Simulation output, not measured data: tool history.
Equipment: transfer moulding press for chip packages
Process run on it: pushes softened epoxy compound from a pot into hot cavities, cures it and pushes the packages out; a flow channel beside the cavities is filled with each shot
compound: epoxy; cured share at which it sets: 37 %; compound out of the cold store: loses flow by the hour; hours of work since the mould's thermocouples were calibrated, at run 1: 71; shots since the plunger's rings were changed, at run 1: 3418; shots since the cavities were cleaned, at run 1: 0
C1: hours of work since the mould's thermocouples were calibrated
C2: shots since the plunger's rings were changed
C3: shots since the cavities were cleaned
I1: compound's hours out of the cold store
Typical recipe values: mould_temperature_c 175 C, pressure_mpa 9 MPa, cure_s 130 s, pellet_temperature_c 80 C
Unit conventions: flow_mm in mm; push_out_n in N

Run 1, hour 0: usual settings; C1 71; C2 3418; C3 0; I1 40.3. Result: flow_mm 826 mm, push_out_n 483 N.
Run 2, hour 35.4: usual settings; C1 90; C2 3678; C3 260; I1 32.1. Result: flow_mm 833 mm, push_out_n 527 N.
Run 3, hour 68.5: usual settings; C1 106; C2 3922; C3 504; I1 16.1. Result: flow_mm 864 mm, push_out_n 627 N.
At hour 111.3: cavities cleaned with cleaning compound and waxed.
Run 4, hour 118.5: usual settings; C1 131; C2 4278; C3 53; I1 37.5. Result: flow_mm 813 mm, push_out_n 496 N.
Run 5, hour 176.8: usual settings; C1 161; C2 4707; C3 482; I1 41.3. Result: flow_mm 797 mm, push_out_n 593 N.
Run 6, hour 212: usual settings; C1 179; C2 4965; C3 740; I1 21.1. Result: flow_mm 848 mm, push_out_n 700 N.
At hour 225.1: cavities cleaned with cleaning compound and waxed.
Run 7, hour 249.4: usual settings; C1 198; C2 5229; C3 179; I1 33.8. Result: flow_mm 808 mm, push_out_n 515 N.
Run 8, hour 316.7: usual settings; C1 232; C2 5723; C3 673; I1 23.6. Result: flow_mm 838 mm, push_out_n 623 N.
At hour 325: plunger's sealing rings changed.
At hour 340.9: cavities cleaned with cleaning compound and waxed.
Run 9, hour 357.7: usual settings but pellet_temperature_c 76 C; C1 251; C2 229; C3 123; I1 31.1. Result: flow_mm 885 mm, push_out_n 493 N.
Run 10, hour 417.9: usual settings but mould_temperature_c 178 C; C1 282; C2 672; C3 566; I1 11.8. Result: flow_mm 917 mm, push_out_n 560 N.
At hour 455: cavities cleaned with cleaning compound and waxed.
Run 11, hour 464.7: usual settings but pellet_temperature_c 83 C; C1 305; C2 1004; C3 71; I1 20.8. Result: flow_mm 898 mm, push_out_n 503 N.
Run 12, hour 528.9: usual settings; C1 338; C2 1476; C3 543; I1 24.3. Result: flow_mm 874 mm, push_out_n 630 N.
Run 13, hour 558.2: usual settings but pressure_mpa 9.22 MPa, cure_s 164 s, pellet_temperature_c 74 C; C1 353; C2 1691; C3 758; I1 15. Result: flow_mm 919 mm, push_out_n 495 N.
At hour 567.5: cavities cleaned with cleaning compound and waxed.
Run 14, hour 601.4: usual settings but mould_temperature_c 178 C, pressure_mpa 7.21 MPa, cure_s 162 s, pellet_temperature_c 86 C; C1 375; C2 1998; C3 250; I1 10.2. Result: flow_mm 813 mm, push_out_n 415 N.
Run 15, hour 658.1: usual settings but mould_temperature_c 178 C, pressure_mpa 7.21 MPa, cure_s 129 s, pellet_temperature_c 85 C; C1 404; C2 2414; C3 666; I1 44.7. Result: flow_mm 738 mm, push_out_n 558 N.
At hour 680.6: cavities cleaned with cleaning compound and waxed.
Run 16, hour 697.6: usual settings but mould_temperature_c 178 C, pressure_mpa 7.21 MPa, cure_s 129 s, pellet_temperature_c 85 C; C1 423; C2 2693; C3 124; I1 10.1. Result: flow_mm 797 mm, push_out_n 465 N.
Run 17, hour 750.7: usual settings but mould_temperature_c 171 C, cure_s 160 s, pellet_temperature_c 72 C; C1 450; C2 3084; C3 515; I1 47.5. Result: flow_mm 821 mm, push_out_n 557 N.
At hour 791.4: cavities cleaned with cleaning compound and waxed.
Run 18, hour 793.5: usual settings but mould_temperature_c 174 C, cure_s 160 s, pellet_temperature_c 87 C; C1 472; C2 3387; C3 15; I1 12.1. Result: flow_mm 883 mm, push_out_n 385 N.
Run 19, hour 830.7: usual settings but pellet_temperature_c 83 C; C1 491; C2 3660; C3 288; I1 36.8. Result: flow_mm 831 mm, push_out_n 565 N.
Run 20, hour 883.2: usual settings but pressure_mpa 10.05 MPa; C1 517; C2 4046; C3 674; I1 17. Result: flow_mm 916 mm, push_out_n 670 N.
At hour 902.4: cavities cleaned with cleaning compound and waxed.
Run 21, hour 924.5: usual settings but mould_temperature_c 179 C, pressure_mpa 9.54 MPa, cure_s 127 s; C1 538; C2 4339; C3 162; I1 39.8. Result: flow_mm 823 mm, push_out_n 459 N.
Run 22, hour 993.9: usual settings but mould_temperature_c 179 C, pressure_mpa 9.54 MPa, cure_s 127 s; C1 573; C2 4849; C3 672; I1 40.7. Result: flow_mm 824 mm, push_out_n 560 N.
At hour 1012.9: cavities cleaned with cleaning compound and waxed.
Run 23, hour 1053.7: usual settings but mould_temperature_c 173 C, pressure_mpa 9.54 MPa, cure_s 131 s; C1 603; C2 5277; C3 300; I1 21.3. Result: flow_mm 867 mm, push_out_n 676 N.
Run 24, hour 1098.6: usual settings but mould_temperature_c 173 C, pressure_mpa 9.54 MPa, cure_s 131 s; C1 626; C2 5607; C3 630; I1 10.5. Result: flow_mm 892 mm, push_out_n 761 N.

Branching from run 24: 5 alternative next runs. What would each branch give?
At hour 1122.3: plunger's sealing rings changed.
At hour 1128.2: cavities cleaned with cleaning compound and waxed.
Run A, hour 1132.9: usual settings but mould_temperature_c 173 C, pressure_mpa 9.54 MPa, cure_s 128 s; C1 642; C2 67; C3 34; I1 42.3. Result: flow_mm ?, push_out_n ?.
At hour 1122.3: plunger's sealing rings changed.
At hour 1128.2: cavities cleaned with cleaning compound and waxed.
Run B, hour 1132.9: usual settings but mould_temperature_c 173 C, pressure_mpa 10.26 MPa, cure_s 131 s; C1 642; C2 67; C3 34; I1 13.4. Result: flow_mm ?, push_out_n ?.
At hour 1122.3: plunger's sealing rings changed.
At hour 1128.2: cavities cleaned with cleaning compound and waxed.
Run C, hour 1132.9: usual settings but mould_temperature_c 182 C, pressure_mpa 9.54 MPa, cure_s 131 s; C1 642; C2 67; C3 34; I1 24.2. Result: flow_mm ?, push_out_n ?.
At hour 1122.3: plunger's sealing rings changed.
At hour 1128.2: cavities cleaned with cleaning compound and waxed.
Run D, hour 1132.9: usual settings but mould_temperature_c 173 C, pressure_mpa 7.94 MPa, cure_s 131 s; C1 642; C2 67; C3 34; I1 13.7. Result: flow_mm ?, push_out_n ?.
At hour 1122.3: plunger's sealing rings changed.
At hour 1128.2: cavities cleaned with cleaning compound and waxed.
Run E, hour 1132.9: usual settings but mould_temperature_c 177 C, pressure_mpa 9.54 MPa, cure_s 131 s; C1 642; C2 67; C3 34; I1 9.2. Result: flow_mm ?, push_out_n ?.

run  flow_mm  push_out_n
  A      894         591
  B      988         602
  C      918         372
  D      877         594
  E      968         452
The same runs, with their run-to-run variation unchanged, on a tool lacking any hidden condition would have given:
run  flow_mm  push_out_n
  A      892         513
  B      986         520
  C      916         346
  D      874         513
  E      965         401
